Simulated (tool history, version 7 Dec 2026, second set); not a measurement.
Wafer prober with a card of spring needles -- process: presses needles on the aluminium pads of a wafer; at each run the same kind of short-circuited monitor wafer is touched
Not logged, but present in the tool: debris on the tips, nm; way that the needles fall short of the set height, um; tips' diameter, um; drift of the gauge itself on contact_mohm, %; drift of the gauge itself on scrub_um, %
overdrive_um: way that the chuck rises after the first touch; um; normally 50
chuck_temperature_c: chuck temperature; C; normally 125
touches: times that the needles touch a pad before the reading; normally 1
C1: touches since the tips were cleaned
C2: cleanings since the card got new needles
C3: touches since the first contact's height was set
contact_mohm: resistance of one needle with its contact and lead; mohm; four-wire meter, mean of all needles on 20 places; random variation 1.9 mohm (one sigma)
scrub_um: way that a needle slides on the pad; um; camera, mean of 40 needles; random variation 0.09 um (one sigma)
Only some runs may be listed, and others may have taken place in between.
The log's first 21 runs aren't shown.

At day 8.050: tips cleaned on abrasive film.
Run 22, day 8.371: usual settings but overdrive_um 47 um, chuck_temperature_c 32 C; C1 3407; C2 28; C3 52231. Result: contact_mohm 268 mohm, scrub_um 10.58 um.
At day 8.796: tips cleaned on abrasive film.
Run 23, day 8.800: usual settings but overdrive_um 48 um; C1 74; C2 29; C3 56696. Result: contact_mohm 210 mohm, scrub_um 10.47 um.
Run 24, day 9.292: usual settings; C1 5219; C2 29; C3 61841. Result: contact_mohm 278 mohm, scrub_um 11.08 um.
At day 9.538: tips cleaned on abrasive film.
Run 25, day 9.650: usual settings; C1 1193; C2 30; C3 65577. Result: contact_mohm 235 mohm, scrub_um 11.19 um.
Run 26, day 10.108: usual settings but overdrive_um 59 um, chuck_temperature_c 38 C; C1 6026; C2 30; C3 70410. Result: contact_mohm 253 mohm, scrub_um 13.09 um.
At day 10.279: tips cleaned on abrasive film.
Run 27, day 10.617: usual settings but chuck_temperature_c 79 C; C1 3552; C2 31; C3 75705. Result: contact_mohm 269 mohm, scrub_um 11.03 um.
At day 11.038: tips cleaned on abrasive film.
Run 28, day 11.138: usual settings but overdrive_um 52 um, chuck_temperature_c 79 C, touches 2; C1 1035; C2 32; C3 81117. Result: contact_mohm 210 mohm, scrub_um 11.36 um.
Run 29, day 11.388: usual settings but overdrive_um 37 um, chuck_temperature_c 84 C, touches 2; C1 3669; C2 32; C3 83751. Result: contact_mohm 278 mohm, scrub_um 8.14 um.
At day 11.800: tips cleaned on abrasive film.
Run 30, day 11.829: usual settings but overdrive_um 68 um, chuck_temperature_c 41 C, touches 2; C1 321; C2 33; C3 88368. Result: contact_mohm 186 mohm, scrub_um 14.96 um.
Run 31, day 12.242: usual settings but overdrive_um 61 um, chuck_temperature_c 91 C; C1 4624; C2 33; C3 92671. Result: contact_mohm 252 mohm, scrub_um 13.46 um.
At day 12.571: tips cleaned on abrasive film.
Run 32, day 12.750: usual settings but overdrive_um 61 um, chuck_temperature_c 91 C; C1 1898; C2 34; C3 98002. Result: contact_mohm 225 mohm, scrub_um 13.36 um.
At day 13.333: tips cleaned on abrasive film.
Run 33, day 13.333: usual settings but overdrive_um 32 um, chuck_temperature_c 49 C; C1 0; C2 35; C3 104064. Result: contact_mohm 218 mohm, scrub_um 6.80 um.
Run 34, day 13.892: usual settings but overdrive_um 34 um, chuck_temperature_c 26 C, touches 2; C1 5893; C2 35; C3 109957. Result: contact_mohm 319 mohm, scrub_um 7.31 um.

Each row is a separate what-if for the run after 34, all from the same tool condition, not one after another. Results?
At day 14.088: tips cleaned on abrasive film.
Run A, day 14.479: usual settings but overdrive_um 34 um, chuck_temperature_c 25 C, touches 3; C1 4095; C2 36; C3 116067. Result: contact_mohm ?, scrub_um ?.
At day 14.088: tips cleaned on abrasive film.
Run B, day 14.479: usual settings but chuck_temperature_c 123 C; C1 4095; C2 36; C3 116067. Result: contact_mohm ?, scrub_um ?.
At day 14.088: tips cleaned on abrasive film.
Run C, day 14.479: usual settings but chuck_temperature_c 51 C; C1 4095; C2 36; C3 116067. Result: contact_mohm ?, scrub_um ?.
At day 14.088: tips cleaned on abrasive film.
Run D, day 14.479: usual settings but overdrive_um 34 um, chuck_temperature_c 55 C, touches 2; C1 4095; C2 36; C3 116067. Result: contact_mohm ?, scrub_um ?.

run  contact_mohm  scrub_um
  A           257      7.19
  B           284     10.84
  C           274     10.85
  D           304      7.40
Stripped of hidden state, with their random variation kept, the same runs would have yielded:
run  contact_mohm  scrub_um
  A           182      7.58
  B           199     11.22
  C           181     11.24
  D           188      7.79

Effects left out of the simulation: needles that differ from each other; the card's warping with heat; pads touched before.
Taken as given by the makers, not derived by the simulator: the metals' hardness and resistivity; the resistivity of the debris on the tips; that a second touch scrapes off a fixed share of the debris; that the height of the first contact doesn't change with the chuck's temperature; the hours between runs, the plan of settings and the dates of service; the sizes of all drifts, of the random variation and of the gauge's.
